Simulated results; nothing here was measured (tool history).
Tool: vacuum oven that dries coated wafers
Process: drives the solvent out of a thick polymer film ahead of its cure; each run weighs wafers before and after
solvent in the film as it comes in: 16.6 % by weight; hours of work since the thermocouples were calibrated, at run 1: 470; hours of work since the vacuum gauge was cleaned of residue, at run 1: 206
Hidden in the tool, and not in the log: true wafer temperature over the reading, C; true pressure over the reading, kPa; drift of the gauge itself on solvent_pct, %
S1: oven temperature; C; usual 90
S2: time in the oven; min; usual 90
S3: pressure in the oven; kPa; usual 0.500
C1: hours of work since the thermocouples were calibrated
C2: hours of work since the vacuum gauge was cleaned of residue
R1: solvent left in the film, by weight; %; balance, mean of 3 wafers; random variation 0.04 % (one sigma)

run 1 hour=0.0 | S1=90 S2=90 S3=0.500 | C1=470 C2=206 | R1=2.17
run 2 hour=18.7 | S1=90 S2=60 S3=0.500 | C1=479 C2=215 | R1=3.69
run 3 hour=38.4 | S1=90 S2=60 S3=0.500 | C1=489 C2=225 | R1=3.71
run 4 hour=55.2 | S1=90 S2=90 S3=0.641 | C1=498 C2=234 | R1=2.33
run 5 hour=86.8 | S1=90 S2=90 S3=0.641 | C1=514 C2=250 | R1=2.34
run 6 hour=113.2 | S1=90 S2=90 S3=0.641 | C1=527 C2=263 | R1=2.31
run 7 hour=145.8 | S1=90 S2=90 S3=0.641 | C1=544 C2=280 | R1=2.29
run 8 hour=170.6 | S1=90 S2=90 S3=0.486 | C1=557 C2=293 | R1=2.22
run 9 hour=191.7 | S1=90 S2=90 S3=0.500 | C1=568 C2=304 | R1=2.21
run 10 hour=219.0 | S1=76 S2=141 S3=0.306 | C1=582 C2=318 | R1=4.44
run 11 hour=239.1 | S1=81 S2=73 S3=0.301 | C1=592 C2=328 | R1=5.69
run 12 hour=267.6 | S1=100 S2=80 S3=0.576 | C1=606 C2=342 | R1=0.87
run 13 hour=297.9 | S1=101 S2=108 S3=0.576 | C1=622 C2=358 | R1=0.60
run 14 hour=329.9 | S1=101 S2=108 S3=0.576 | C1=638 C2=374 | R1=0.63
run 15 hour=362.9 | S1=101 S2=108 S3=0.576 | C1=655 C2=391 | R1=0.62
run 16 hour=390.6 | S1=101 S2=108 S3=0.576 | C1=669 C2=405 | R1=0.65
run 17 hour=411.8 | S1=101 S2=108 S3=0.576 | C1=680 C2=416 | R1=0.61
run 18 hour=429.8 | S1=99 S2=66 S3=1.726 | C1=689 C2=425 | R1=2.21

Forecast each of these 5 alternatives for the next run:
run A hour=456.4 | S1=98 S2=152 S3=1.719 | C1=703 C2=439 | R1=?
run B hour=456.4 | S1=76 S2=114 S3=1.812 | C1=703 C2=439 | R1=?
run C hour=456.4 | S1=90 S2=90 S3=0.392 | C1=703 C2=439 | R1=?
run D hour=456.4 | S1=87 S2=66 S3=1.726 | C1=703 C2=439 | R1=?
run E hour=456.4 | S1=89 S2=154 S3=1.726 | C1=703 C2=439 | R1=?

run=A R1=1.61
run=B R1=7.70
run=C R1=2.20
run=D R1=5.61
run=E R1=2.58
Without the tool's hidden state the same runs would have given:
run=A R1=1.40
run=B R1=7.08
run=C R1=1.79
run=D R1=5.11
run=E R1=2.22

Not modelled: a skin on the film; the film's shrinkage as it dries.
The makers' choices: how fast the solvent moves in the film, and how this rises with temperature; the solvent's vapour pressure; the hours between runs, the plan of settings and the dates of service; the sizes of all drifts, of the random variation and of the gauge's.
